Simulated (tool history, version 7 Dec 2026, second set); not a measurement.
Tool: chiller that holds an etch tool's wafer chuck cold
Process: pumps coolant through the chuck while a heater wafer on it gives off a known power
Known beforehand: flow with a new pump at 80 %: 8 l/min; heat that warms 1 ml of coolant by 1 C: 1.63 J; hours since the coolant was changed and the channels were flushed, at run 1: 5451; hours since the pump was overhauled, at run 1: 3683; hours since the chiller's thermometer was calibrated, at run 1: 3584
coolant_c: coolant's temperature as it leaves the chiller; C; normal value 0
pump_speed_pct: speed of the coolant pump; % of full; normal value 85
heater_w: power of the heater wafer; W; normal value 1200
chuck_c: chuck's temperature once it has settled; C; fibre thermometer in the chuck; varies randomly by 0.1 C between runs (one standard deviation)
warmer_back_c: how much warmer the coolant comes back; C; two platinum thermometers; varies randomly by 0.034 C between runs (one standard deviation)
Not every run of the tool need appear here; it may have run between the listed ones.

run     day  coolant_c  pump_speed_pct  heater_w  hours since the coolant was changed and the channels were flushed  hours since the pump was overhauled  hours since the chiller's thermometer was calibrated  chuck_c  warmer_back_c
  1       0          0              85      1200                                                               5451                                 3683                                                  3584     10.6           5.24
  2    2.95          0              85      1200                                                               5522                                 3754                                                  3655     10.7           5.22
  3   5.883          0              85      1200                                                               5593                                 3824                                                  3725     10.7           5.22
  4   8.388          0              85      1200                                                               5653                                 3884                                                  3785     10.6            5.2
  5  11.812          0              85       665                                                               5735                                 3966                                                  3867        6           2.92
  6  13.708          0              85       665                                                               5780                                 4012                                                  3913      5.9           2.95
  7  15.488          0              85       665                                                               5823                                 4055                                                  3956      5.8           2.88
  8  17.162          0              85       665                                                               5863                                 4095                                                  3996      5.8           2.82
  9  19.029          0              85       665                                                               5908                                 4140                                                  4041      5.7           2.96
 10  20.967          0              85       665                                                               5955                                 4186                                                  4087      5.9           2.89
 11  23.479         -4              85      1200                                                               6015                                 4246                                                  4147      6.7           5.19
 12  26.208         -4              85      1200                                                               6080                                 4312                                                  4213      6.6           5.22
 13  29.938         -4              85      1215                                                               6170                                 4401                                                  4302      6.7            5.3
 14  33.375         -4              85      1215                                                               6252                                 4484                                                  4385      6.7           5.29
 15  36.312          0              94      1208                                                               6323                                 4554                                                  4455       10           4.78
     38.938  -- chiller's thermometer calibrated
 16  38.975          0              94      1208                                                               6386                                 4617                                                     1     10.1            4.8
 17  42.442          0              92       728                                                               6469                                 4701                                                    84      6.2           2.94
 18  44.504          0              92       728                                                               6518                                 4750                                                   134      6.2           2.94
 19  48.104          0              91      1259                                                               6605                                 4836                                                   220     10.8           5.13
 20  51.433          3              82      1355                                                               6685                                 4916                                                   300     15.4           6.11
 21  54.371          3              80      1187                                                               6755                                 4987                                                   370     13.9            5.5
 22  57.092          0              72      1200                                                               6821                                 5052                                                   436       12           6.05
 23  59.846         -9              61       821                                                               6887                                 5118                                                   502      0.1           4.89

Run 24 comes next. What will it give?
 24  62.35         -9              61       821                                                               6947                                 5178                                                   562        ?              ?

chuck_c: -0.1 C
warmer_back_c: 4.92 C
Take away the tool's hidden state, keep the run-to-run variation as it was, and the same run would have given chuck_c -0.1 C, warmer_back_c 4.91 C.
